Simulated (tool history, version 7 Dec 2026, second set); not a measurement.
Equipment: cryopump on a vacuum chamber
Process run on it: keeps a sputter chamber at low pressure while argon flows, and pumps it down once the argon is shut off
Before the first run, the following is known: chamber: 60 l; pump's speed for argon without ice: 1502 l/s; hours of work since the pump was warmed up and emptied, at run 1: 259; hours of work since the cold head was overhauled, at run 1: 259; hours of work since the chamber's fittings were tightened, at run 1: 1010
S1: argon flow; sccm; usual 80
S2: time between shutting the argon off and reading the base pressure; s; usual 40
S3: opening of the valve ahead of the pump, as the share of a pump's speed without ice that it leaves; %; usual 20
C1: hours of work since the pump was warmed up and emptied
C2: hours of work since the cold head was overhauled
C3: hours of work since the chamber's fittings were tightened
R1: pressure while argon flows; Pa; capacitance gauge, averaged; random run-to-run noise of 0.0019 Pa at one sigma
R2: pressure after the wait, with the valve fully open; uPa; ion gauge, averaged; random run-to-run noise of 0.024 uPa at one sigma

run,hour,S1,S2,S3,C1,C2,C3,R1,R2
1,0.0,80,40,20,259,259,1010,0.4619,1.36
2,18.5,80,91,20,271,271,1021,0.4633,0.93
3,41.6,80,91,20,285,285,1036,0.4635,1.00
4,56.0,82,40,20,294,294,1044,0.4741,1.37
5,73.7,82,40,20,305,305,1056,0.4765,1.31
6,88.2,82,40,20,315,315,1065,0.4784,1.37
7,105.3,80,40,18,325,325,1075,0.5126,1.32
8,123.1,80,54,20,336,336,1086,0.4655,1.20
9,139.5,80,27,20,347,347,1097,0.4680,1.73
10,154.3,80,27,20,356,356,1106,0.4650,1.73
11,169.4,80,27,20,365,365,1115,0.4652,1.69
12,185.0,117,40,20,375,375,1125,0.6854,1.44
13,195.5,86,38,27,382,382,1132,0.3752,1.46
14,218.0,46,40,27,396,396,1146,0.2043,1.44
15,239.1,46,40,27,409,409,1159,0.2028,1.47
16,262.1,116,67,20,423,423,1173,0.6838,1.23
17,282.3,119,196,38,436,436,1186,0.3871,0.99
18,294.6,63,265,47,443,443,1193,0.1678,0.89
19,314.6,34,40,21,456,456,1206,0.1930,1.48

The next listed run, before its measurement:
20,325.4,80,134,43,463,463,1213,?,?

R1: 0.2327 Pa
R2: 1.02 uPa
Were there no unlogged condition in the tool, this run, its random variation unchanged, would have produced R1 0.2098 Pa, R2 0.40 uPa.
